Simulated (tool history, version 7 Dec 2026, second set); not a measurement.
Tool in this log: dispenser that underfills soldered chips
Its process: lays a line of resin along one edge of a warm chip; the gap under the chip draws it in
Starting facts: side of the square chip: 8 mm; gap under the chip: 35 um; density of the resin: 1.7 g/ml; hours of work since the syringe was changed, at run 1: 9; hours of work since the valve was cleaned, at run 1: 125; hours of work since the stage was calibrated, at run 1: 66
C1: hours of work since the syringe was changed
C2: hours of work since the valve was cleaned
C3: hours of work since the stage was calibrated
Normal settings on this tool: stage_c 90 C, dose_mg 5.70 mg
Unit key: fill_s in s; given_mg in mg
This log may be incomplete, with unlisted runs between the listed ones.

{"run": 1, "hour": 0.0, "stage_c": 90, "dose_mg": 5.7, "C1": 9, "C2": 125, "C3": 66, "fill_s": 147.3, "given_mg": 5.35}
{"hour": 0.8, "done": "new syringe of resin"}
{"run": 2, "hour": 3.2, "stage_c": 90, "dose_mg": 5.7, "C1": 2, "C2": 127, "C3": 68, "fill_s": 119.0, "given_mg": 5.29}
{"run": 3, "hour": 7.8, "stage_c": 75, "dose_mg": 5.7, "C1": 5, "C2": 130, "C3": 71, "fill_s": 258.0, "given_mg": 5.4}
{"hour": 11.0, "done": "dispensing valve cleaned and set on the balance"}
{"run": 4, "hour": 11.1, "stage_c": 75, "dose_mg": 5.7, "C1": 7, "C2": 0, "C3": 73, "fill_s": 269.7, "given_mg": 5.72}
{"hour": 14.3, "done": "new syringe of resin"}
{"run": 5, "hour": 14.5, "stage_c": 75, "dose_mg": 5.7, "C1": 0, "C2": 2, "C3": 75, "fill_s": 205.8, "given_mg": 5.73}
{"run": 6, "hour": 19.7, "stage_c": 75, "dose_mg": 5.7, "C1": 4, "C2": 6, "C3": 79, "fill_s": 243.1, "given_mg": 5.72}
{"run": 7, "hour": 23.0, "stage_c": 75, "dose_mg": 5.67, "C1": 6, "C2": 9, "C3": 81, "fill_s": 259.6, "given_mg": 5.71}
{"run": 8, "hour": 25.6, "stage_c": 95, "dose_mg": 5.7, "C1": 8, "C2": 10, "C3": 83, "fill_s": 116.2, "given_mg": 5.66}
{"hour": 26.6, "done": "new syringe of resin"}
{"run": 9, "hour": 30.6, "stage_c": 90, "dose_mg": 5.81, "C1": 3, "C2": 14, "C3": 86, "fill_s": 120.7, "given_mg": 5.74}
{"run": 10, "hour": 33.9, "stage_c": 90, "dose_mg": 5.81, "C1": 5, "C2": 16, "C3": 89, "fill_s": 128.2, "given_mg": 5.78}
{"run": 11, "hour": 37.1, "stage_c": 90, "dose_mg": 5.81, "C1": 8, "C2": 19, "C3": 91, "fill_s": 141.5, "given_mg": 5.79}
{"hour": 39.0, "done": "new syringe of resin"}
{"run": 12, "hour": 41.2, "stage_c": 90, "dose_mg": 5.81, "C1": 2, "C2": 21, "C3": 94, "fill_s": 114.7, "given_mg": 5.78}
{"run": 13, "hour": 46.4, "stage_c": 90, "dose_mg": 6.91, "C1": 5, "C2": 25, "C3": 98, "fill_s": 130.3, "given_mg": 6.81}
{"hour": 51.4, "done": "new syringe of resin"}
{"run": 14, "hour": 51.9, "stage_c": 90, "dose_mg": 6.32, "C1": 0, "C2": 29, "C3": 102, "fill_s": 103.4, "given_mg": 6.24}
{"run": 15, "hour": 55.4, "stage_c": 86, "dose_mg": 5.7, "C1": 3, "C2": 32, "C3": 104, "fill_s": 139.7, "given_mg": 5.66}
{"run": 16, "hour": 60.6, "stage_c": 86, "dose_mg": 5.7, "C1": 7, "C2": 35, "C3": 108, "fill_s": 161.5, "given_mg": 5.59}
{"hour": 63.8, "done": "new syringe of resin"}
{"run": 17, "hour": 64.0, "stage_c": 86, "dose_mg": 5.7, "C1": 0, "C2": 38, "C3": 110, "fill_s": 128.3, "given_mg": 5.61}
{"run": 18, "hour": 66.4, "stage_c": 86, "dose_mg": 5.7, "C1": 2, "C2": 39, "C3": 112, "fill_s": 139.7, "given_mg": 5.53}
{"run": 19, "hour": 69.1, "stage_c": 88, "dose_mg": 5.13, "C1": 4, "C2": 41, "C3": 114, "fill_s": 138.8, "given_mg": 5.01}
{"run": 20, "hour": 74.6, "stage_c": 84, "dose_mg": 5.13, "C1": 8, "C2": 45, "C3": 118, "fill_s": 194.0, "given_mg": 5.0}
{"hour": 76.3, "done": "new syringe of resin"}
{"run": 21, "hour": 80.4, "stage_c": 84, "dose_mg": 5.13, "C1": 3, "C2": 49, "C3": 122, "fill_s": 159.3, "given_mg": 4.98}
{"run": 22, "hour": 83.9, "stage_c": 90, "dose_mg": 6.01, "C1": 6, "C2": 52, "C3": 124, "fill_s": 131.5, "given_mg": 5.93}
{"run": 23, "hour": 86.2, "stage_c": 90, "dose_mg": 6.01, "C1": 7, "C2": 54, "C3": 126, "fill_s": 138.3, "given_mg": 5.83}
{"hour": 88.9, "done": "new syringe of resin"}
{"run": 24, "hour": 88.9, "stage_c": 90, "dose_mg": 6.01, "C1": 0, "C2": 55, "C3": 128, "fill_s": 106.9, "given_mg": 5.8}
{"run": 25, "hour": 92.6, "stage_c": 87, "dose_mg": 5.8, "C1": 3, "C2": 58, "C3": 131, "fill_s": 137.8, "given_mg": 5.71}
{"run": 26, "hour": 96.6, "stage_c": 87, "dose_mg": 5.8, "C1": 6, "C2": 61, "C3": 133, "fill_s": 148.3, "given_mg": 5.52}
{"run": 27, "hour": 99.7, "stage_c": 87, "dose_mg": 5.8, "C1": 8, "C2": 63, "C3": 136, "fill_s": 160.8, "given_mg": 5.63}
{"hour": 101.4, "done": "new syringe of resin"}
{"run": 28, "hour": 102.8, "stage_c": 100, "dose_mg": 5.11, "C1": 1, "C2": 65, "C3": 138, "fill_s": 75.1, "given_mg": 4.93}
{"run": 29, "hour": 107.2, "stage_c": 100, "dose_mg": 5.11, "C1": 4, "C2": 68, "C3": 141, "fill_s": 84.7, "given_mg": 5.01}
{"run": 30, "hour": 112.6, "stage_c": 82, "dose_mg": 4.91, "C1": 8, "C2": 72, "C3": 145, "fill_s": 214.7, "given_mg": 4.62}
{"hour": 113.9, "done": "new syringe of resin"}
{"run": 31, "hour": 117.7, "stage_c": 94, "dose_mg": 4.94, "C1": 3, "C2": 76, "C3": 148, "fill_s": 103.3, "given_mg": 4.72}
{"run": 32, "hour": 122.4, "stage_c": 94, "dose_mg": 4.94, "C1": 6, "C2": 79, "C3": 152, "fill_s": 118.3, "given_mg": 4.71}
{"run": 33, "hour": 124.9, "stage_c": 93, "dose_mg": 4.94, "C1": 8, "C2": 81, "C3": 154, "fill_s": 132.1, "given_mg": 4.7}
{"hour": 126.4, "done": "new syringe of resin"}
{"run": 34, "hour": 128.5, "stage_c": 83, "dose_mg": 6.79, "C1": 1, "C2": 83, "C3": 156, "fill_s": 151.1, "given_mg": 6.5}
{"run": 35, "hour": 132.0, "stage_c": 82, "dose_mg": 6.38, "C1": 4, "C2": 86, "C3": 159, "fill_s": 172.9, "given_mg": 6.06}

The same runs without the tool's hidden state, with the same run-to-run variation:
Unlogged tool condition in this case: resin's viscosity, % of fresh resin's; dose that the valve gives, % of what is set; true chip temperature over the reading, C; drift of the gauge itself on fill_s, %; drift of the gauge itself on given_mg, %.
run=1 fill_s=108.4 given_mg=5.68
run=2 fill_s=109.5 given_mg=5.63
run=3 fill_s=210.9 given_mg=5.75
run=4 fill_s=209.8 given_mg=5.73
run=5 fill_s=205.5 given_mg=5.75
run=6 fill_s=212.0 given_mg=5.74
run=7 fill_s=207.8 given_mg=5.74
run=8 fill_s=87.0 given_mg=5.70
run=9 fill_s=109.8 given_mg=5.79
run=10 fill_s=107.0 given_mg=5.83
run=11 fill_s=108.8 given_mg=5.85
run=12 fill_s=108.0 given_mg=5.85
run=13 fill_s=107.6 given_mg=6.91
run=14 fill_s=103.9 given_mg=6.34
run=15 fill_s=128.1 given_mg=5.75
run=16 fill_s=129.5 given_mg=5.69
run=17 fill_s=127.3 given_mg=5.72
run=18 fill_s=130.2 given_mg=5.65
run=19 fill_s=120.3 given_mg=5.12
run=20 fill_s=146.0 given_mg=5.12
run=21 fill_s=142.9 given_mg=5.11
run=22 fill_s=108.0 given_mg=6.10
run=23 fill_s=107.1 given_mg=5.99
run=24 fill_s=106.6 given_mg=5.97
run=25 fill_s=125.1 given_mg=5.88
run=26 fill_s=121.3 given_mg=5.70
run=27 fill_s=121.4 given_mg=5.81
run=28 fill_s=72.8 given_mg=5.10
run=29 fill_s=73.2 given_mg=5.19
run=30 fill_s=161.3 given_mg=4.80
run=31 fill_s=94.3 given_mg=4.91
run=32 fill_s=95.4 given_mg=4.91
run=33 fill_s=100.1 given_mg=4.90
run=34 fill_s=143.5 given_mg=6.79
run=35 fill_s=149.7 given_mg=6.34

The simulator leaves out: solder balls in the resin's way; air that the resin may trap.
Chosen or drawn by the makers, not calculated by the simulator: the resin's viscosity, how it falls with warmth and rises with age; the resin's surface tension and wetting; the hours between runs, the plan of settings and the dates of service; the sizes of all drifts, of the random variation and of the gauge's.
